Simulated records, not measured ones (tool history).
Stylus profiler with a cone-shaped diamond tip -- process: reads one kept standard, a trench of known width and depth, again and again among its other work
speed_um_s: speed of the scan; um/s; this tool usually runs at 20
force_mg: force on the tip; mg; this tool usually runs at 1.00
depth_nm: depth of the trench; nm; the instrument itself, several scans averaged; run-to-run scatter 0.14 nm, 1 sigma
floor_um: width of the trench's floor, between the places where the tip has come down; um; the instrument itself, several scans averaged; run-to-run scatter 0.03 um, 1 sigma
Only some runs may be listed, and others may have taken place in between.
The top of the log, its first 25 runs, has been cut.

Run 26, hour 624.8: usual settings but speed_um_s 55 um/s, force_mg 0.57 mg. Result: depth_nm 503.35 nm, floor_um 95.33 um.
Run 27, hour 650.7: usual settings but speed_um_s 5 um/s, force_mg 0.77 mg. Result: depth_nm 503.80 nm, floor_um 95.65 um.
Run 28, hour 686.0: usual settings but speed_um_s 5 um/s, force_mg 0.77 mg. Result: depth_nm 503.73 nm, floor_um 95.63 um.
Run 29, hour 721.1: usual settings but speed_um_s 16 um/s, force_mg 0.46 mg. Result: depth_nm 503.27 nm, floor_um 95.58 um.
Run 30, hour 749.2: usual settings but speed_um_s 24 um/s, force_mg 0.68 mg. Result: depth_nm 503.88 nm, floor_um 95.50 um.
Run 31, hour 782.4: usual settings but speed_um_s 24 um/s, force_mg 0.68 mg. Result: depth_nm 503.99 nm, floor_um 95.46 um.
Run 32, hour 802.6: usual settings but speed_um_s 37 um/s, force_mg 0.49 mg. Result: depth_nm 503.51 nm, floor_um 95.34 um.
Run 33, hour 829.3: usual settings but speed_um_s 22 um/s, force_mg 0.34 mg. Result: depth_nm 503.58 nm, floor_um 95.39 um.
Run 34, hour 859.9: usual settings but speed_um_s 5 um/s, force_mg 0.34 mg. Result: depth_nm 503.51 nm, floor_um 95.52 um.
Run 35, hour 881.4: usual settings but speed_um_s 5 um/s, force_mg 0.34 mg. Result: depth_nm 503.50 nm, floor_um 95.53 um.
Run 36, hour 908.9: usual settings but speed_um_s 13 um/s, force_mg 1.13 mg. Result: depth_nm 504.58 nm, floor_um 95.45 um.
Run 37, hour 942.5: usual settings but speed_um_s 13 um/s, force_mg 1.13 mg. Result: depth_nm 504.37 nm, floor_um 95.42 um.
Run 38, hour 960.7: usual settings but force_mg 0.74 mg. Result: depth_nm 504.56 nm, floor_um 95.38 um.

Here are 3 independent what-if runs from the current tool condition. What would each one return?
Run A, hour 988.3: usual settings but speed_um_s 21 um/s, force_mg 2.79 mg. Result: depth_nm ?, floor_um ?.
Run B, hour 988.3: usual settings. Result: depth_nm ?, floor_um ?.
Run C, hour 988.3: usual settings but force_mg 0.79 mg. Result: depth_nm ?, floor_um ?.

run  depth_nm  floor_um
  A    506.23     95.38
  B    504.43     95.37
  C    504.22     95.41
Take away the tool's hidden state, keep each run's random variation, and the runs would have read:
run  depth_nm  floor_um
  A    503.29     96.90
  B    501.50     96.90
  C    501.29     96.94
